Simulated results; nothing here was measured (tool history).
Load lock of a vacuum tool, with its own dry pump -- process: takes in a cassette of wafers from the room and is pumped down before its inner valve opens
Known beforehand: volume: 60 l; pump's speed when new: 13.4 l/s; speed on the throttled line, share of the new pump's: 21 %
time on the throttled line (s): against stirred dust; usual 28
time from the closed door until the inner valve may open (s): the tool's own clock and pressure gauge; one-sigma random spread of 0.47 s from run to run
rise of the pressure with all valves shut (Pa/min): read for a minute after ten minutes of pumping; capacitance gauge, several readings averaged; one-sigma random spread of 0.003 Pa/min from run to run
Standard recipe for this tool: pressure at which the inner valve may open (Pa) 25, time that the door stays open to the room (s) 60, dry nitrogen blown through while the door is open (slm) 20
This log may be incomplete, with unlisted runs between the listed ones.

run	hour	time on the throttled line (s)	pressure at which the inner valve may open (Pa)	time that the door stays open to the room (s)	dry nitrogen blown through while the door is open (slm)	incoming humidity of the room's air, %	time from the closed door until the inner valve may open (s)	rise of the pressure with all valves shut (Pa/min)
1	0	28	25	60	20	50	59.4	0.048
2	339.3	28	25	60	20	47.4	59.4	0.042
3	790.6	28	25	60	20	44.4	60	0.042
4	1254	28	31	60	20	43.1	58.8	0.039
5	1612.6	28	31	60	20	47.2	58.5	0.04
6	2215.6	28	25	60	20	42.9	59.5	0.042
7	2571.1	28	25	60	20	44.7	60.3	0.044
8	2959.6	28	25	60	20	42.4	59.9	0.039
9	3245.8	28	25	60	20	45.8	60.1	0.042
10	3630.1	28	25	60	20	51	59.3	0.045
11	4067.4	28	29	60	20	42.2	59.2	0.04
12	4389.1	28	29	60	20	46.4	58.4	0.04
13	4875.9	28	43	60	20	43.9	57	0.043
14	5422.2	28	43	216	20	42.8	56.9	0.063
15	5915.9	28	23	60	20	45.7	60.9	0.04
16	6442.6	28	23	60	20	46.9	60.9	0.044
17	7024.9	28	23	60	20	42	59.4	0.041
18	7470.3	28	24	60	20	45.7	59.9	0.036
19	7960.7	28	49	27	20	44.7	56.2	0.033
20	8532.9	28	42	27	20	44.6	57.5	0.034
21	8906.6	28	22	86	7	45.4	60.5	0.069
22	9405.5	35	22	86	24	44.2	65.7	0.045
23	9972.3	18	25	181	31	47.2	51.7	0.054
24	10321.5	38	25	60	8	41.6	67.4	0.049
25	10734.2	38	25	60	8	47.8	67.4	0.058
26	11157.9	28	24	60	9	46.2	59.7	0.053
27	11670.4	27	39	120	20	43.4	57	0.057
28	12245.5	23	48	140	4	45.4	53.5	0.082
29	12609.6	23	48	140	4	47	52.8	0.085
30	13140.7	23	48	140	4	44.3	52.4	0.078
# hour 13457: dry pump taken out, an overhauled one fitted
31	13457	28	25	83	39	42.4	60	0.03
# hour 13609.4: door's seal changed, seat wiped
32	14046.8	28	25	60	7	45.9	59	0.054
33	14690.4	32	19	121	26	42.4	64.2	0.043
34	14998.5	20	19	121	34	43.3	54.8	0.042
35	15583.9	20	19	121	34	42.1	54.2	0.04
36	15901.4	28	21	60	20	47.5	59.8	0.043

Branching from run 36: 4 alternative next runs. What would each branch give?
A	16320.1	28	39	60	20	45.8	?	?
B	16320.1	28	25	60	25	46.9	?	?
C	16320.1	29	21	211	20	48.7	?	?
D	16320.1	28	29	60	20	46.9	?	?

run	time from the closed door until the inner valve may open (s)	rise of the pressure with all valves shut (Pa/min)
A	56.1	0.042
B	60.6	0.035
C	61.3	0.073
D	58.2	0.043
Without the tool's hidden state the same runs would have given:
run	time from the closed door until the inner valve may open (s)	rise of the pressure with all valves shut (Pa/min)
A	56.1	0.042
B	60.6	0.035
C	61.3	0.073
D	58.2	0.043
